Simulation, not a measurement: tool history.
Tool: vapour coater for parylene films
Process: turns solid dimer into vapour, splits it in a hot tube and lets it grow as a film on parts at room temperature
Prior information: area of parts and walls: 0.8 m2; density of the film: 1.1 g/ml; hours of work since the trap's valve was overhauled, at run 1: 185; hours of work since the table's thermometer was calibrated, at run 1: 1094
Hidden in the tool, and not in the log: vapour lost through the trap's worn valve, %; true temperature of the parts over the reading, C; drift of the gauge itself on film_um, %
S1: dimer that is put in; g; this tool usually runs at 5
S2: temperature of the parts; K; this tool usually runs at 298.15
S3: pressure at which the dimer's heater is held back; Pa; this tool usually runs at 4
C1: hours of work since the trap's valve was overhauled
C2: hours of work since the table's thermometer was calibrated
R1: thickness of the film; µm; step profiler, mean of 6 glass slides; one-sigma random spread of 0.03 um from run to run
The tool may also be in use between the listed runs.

Run 1, hour 0: usual settings; C1 185; C2 1094. Result: R1 3.89 µm.
Run 2, hour 24.3: usual settings; C1 202; C2 1111. Result: R1 3.81 µm.
Run 3, hour 54.4: usual settings; C1 222; C2 1131. Result: R1 3.8 µm.
Run 4, hour 90.3: usual settings but S3 2.08 Pa; C1 247; C2 1156. Result: R1 4.14 µm.
Run 5, hour 110.5: usual settings but S3 3.25 Pa; C1 261; C2 1170. Result: R1 3.91 µm.
Run 6, hour 137.2: usual settings; C1 279; C2 1189. Result: R1 3.83 µm.
Run 7, hour 155.4: usual settings but S3 2.26 Pa; C1 292; C2 1201. Result: R1 4.04 µm.
At hour 162.8: trap's valve overhauled.
Run 8, hour 181.7: usual settings; C1 13; C2 1216. Result: R1 3.72 µm.
Run 9, hour 207.7: usual settings but S3 9.48 Pa; C1 31; C2 1234. Result: R1 3.34 µm.
Run 10, hour 232.9: usual settings but S2 306.15 K; C1 48; C2 1252. Result: R1 2.57 µm.
Run 11, hour 254.1: usual settings but S1 2 g; C1 63; C2 1266. Result: R1 1.48 µm.
Run 12, hour 277.9: usual settings but S1 8 g; C1 79; C2 1283. Result: R1 5.88 µm.
At hour 300: trap's valve overhauled, once more.
Run 13, hour 308.9: usual settings but S1 8 g; C1 6; C2 1301. Result: R1 6.37 µm.
Run 14, hour 327.8: usual settings; C1 19; C2 1314. Result: R1 4.01 µm.
Run 15, hour 353.2: usual settings; C1 37; C2 1332. Result: R1 4.01 µm.
Run 16, hour 389.5: usual settings but S1 7 g, S2 293.15 K, S3 4.78 Pa; C1 62; C2 1357. Result: R1 6.91 µm.
Run 17, hour 422.3: usual settings but S3 8.95 Pa; C1 84; C2 1379. Result: R1 3.63 µm.
Run 18, hour 456.5: usual settings but S1 8 g, S2 295.15 K, S3 2.83 Pa; C1 108; C2 1403. Result: R1 7.59 µm.
Run 19, hour 482.3: usual settings but S1 8 g, S2 295.15 K, S3 2.83 Pa; C1 125; C2 1421. Result: R1 7.6 µm.
Run 20, hour 514: usual settings but S1 7 g, S2 305.15 K; C1 147; C2 1442. Result: R1 3.94 µm.
Run 21, hour 546.4: usual settings but S1 2 g, S2 301.15 K, S3 2.9 Pa; C1 170; C2 1465. Result: R1 1.4 µm.
At hour 558.1: table's thermometer calibrated.
Run 22, hour 579.7: usual settings but S1 2 g, S2 301.15 K, S3 2.9 Pa; C1 192; C2 15. Result: R1 1.32 µm.
Run 23, hour 616.7: usual settings but S1 3 g; C1 217; C2 40. Result: R1 2.18 µm.
Run 24, hour 651: usual settings but S1 3 g, S2 302.15 K, S3 2.12 Pa; C1 241; C2 64. Result: R1 1.97 µm.
Run 25, hour 685.2: usual settings but S1 3 g, S2 302.15 K, S3 2.12 Pa; C1 264; C2 87. Result: R1 1.95 µm.
Run 26, hour 714.8: usual settings but S1 7 g, S2 300.15 K, S3 6.85 Pa; C1 285; C2 108. Result: R1 4.38 µm.
Run 27, hour 734.9: usual settings but S1 7 g, S2 300.15 K, S3 6.85 Pa; C1 299; C2 122. Result: R1 4.34 µm.

Branching from run 27: 3 alternative next runs. What would each branch give?
Run A, hour 755.5: usual settings but S2 292.15 K; C1 313; C2 136. Result: R1 ?.
Run B, hour 755.5: usual settings but S2 290.15 K, S3 2.52 Pa; C1 313; C2 136. Result: R1 ?.
Run C, hour 755.5: usual settings but S1 7 g, S2 300.15 K, S3 6.53 Pa; C1 313; C2 136. Result: R1 ?.

run    R1
  A  4.76
  B  5.23
  C  4.35
Stripped of hidden state, with their random variation kept, the same runs would have yielded:
run    R1
  A  5.07
  B  5.58
  C  4.63
